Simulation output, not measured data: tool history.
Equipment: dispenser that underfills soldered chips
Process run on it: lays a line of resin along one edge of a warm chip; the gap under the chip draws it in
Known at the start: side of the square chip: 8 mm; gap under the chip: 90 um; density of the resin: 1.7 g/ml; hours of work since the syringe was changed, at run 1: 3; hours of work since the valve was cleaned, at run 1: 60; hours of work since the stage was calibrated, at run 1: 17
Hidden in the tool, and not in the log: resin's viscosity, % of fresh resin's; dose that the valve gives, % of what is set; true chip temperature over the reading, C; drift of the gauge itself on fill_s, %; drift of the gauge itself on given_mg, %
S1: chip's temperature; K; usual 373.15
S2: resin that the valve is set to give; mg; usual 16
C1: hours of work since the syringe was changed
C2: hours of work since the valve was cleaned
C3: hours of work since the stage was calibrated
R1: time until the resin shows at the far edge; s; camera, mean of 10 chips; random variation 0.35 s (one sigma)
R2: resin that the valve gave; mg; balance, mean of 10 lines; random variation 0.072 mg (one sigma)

run   hour      S1    S2  C1   C2   C3    R1     R2
  1      0  373.15    16   3   60   17  20.6  15.15
  2    9.3  373.15    16   9   66   23  24.9  15.02
      11.5  -- new syringe of resin
  3   16.3  373.15    16   3   71   27    21  14.94
  4   20.8  373.15  18.2   6   74   30  23.5     17
  5     25  387.15    16   9   77   33  15.8  14.93
      26.7  -- new syringe of resin
  6   33.7  387.15  14.6   5   82   39  13.5  13.49
  7   39.3  387.15  14.6   8   86   43  15.4  13.41
        42  -- new syringe of resin
  8   47.5  387.15  14.6   4   91   48  13.7  13.47
  9   53.7  387.15  14.6   8   96   52    15  13.28
      57.1  -- new syringe of resin
 10   60.5  373.15    16   2  100   56  20.4  14.66
 11   65.6  373.15    16   6  103   60  23.5  14.63
 12   69.9  373.15    16   9  106   63  25.2  14.45
      72.6  -- new syringe of resin
 13   75.5  374.15  13.8   2  110   66    20  12.43
 14   84.2  374.15  17.2   8  116   72  23.2  15.43
      87.5  -- new syringe of resin
      88.5  -- dispensing valve cleaned and set on the balance
 15     95  374.15  19.9   4    4   78    21  19.77
     103.6  -- new syringe of resin
 16  104.2  374.15  19.9   0   10   84  18.5  19.74
 17  111.2  386.15  14.6   5   15   89  14.8  14.49
     118.5  -- new syringe of resin
 18  120.7  380.15  20.1   2   21   95  15.4  19.68
 19  128.9  380.15  20.1   7   27  101  18.4  19.66
     133.9  -- new syringe of resin
 20  135.8  360.15  16.1   1   31  105  31.5  15.64
 21  144.6  373.15    19   7   37  111  23.4  18.45
     149.4  -- new syringe of resin
 22    150  381.15  15.1   0   40  114  15.1  14.48
 23  155.2  381.15  15.1   4   44  118  16.1  14.55
     164.3  -- new syringe of resin
 24  164.3  368.15  20.5   0   50  124  22.4  19.71

Consider 4 possible next runs. They are alternatives, not a sequence: every one starts from the tool as it was left by run 24. What does each give?
  A  172.1  362.15    16   5  55  129   ?   ?
  B  172.1  365.15  15.5   5  55  129   ?   ?
  C  172.1  362.15  19.8   5  55  129   ?   ?
  D  172.1  368.15  15.2   5  55  129   ?   ?

run    R1     R2
  A    33  15.35
  B  30.3  14.86
  C  32.9  18.79
  D  27.8  14.58
Without the tool's unlogged condition, the same runs would have read:
run    R1     R2
  A  27.4   16.1
  B  25.2  15.58
  C  27.5   19.7
  D  23.1  15.29
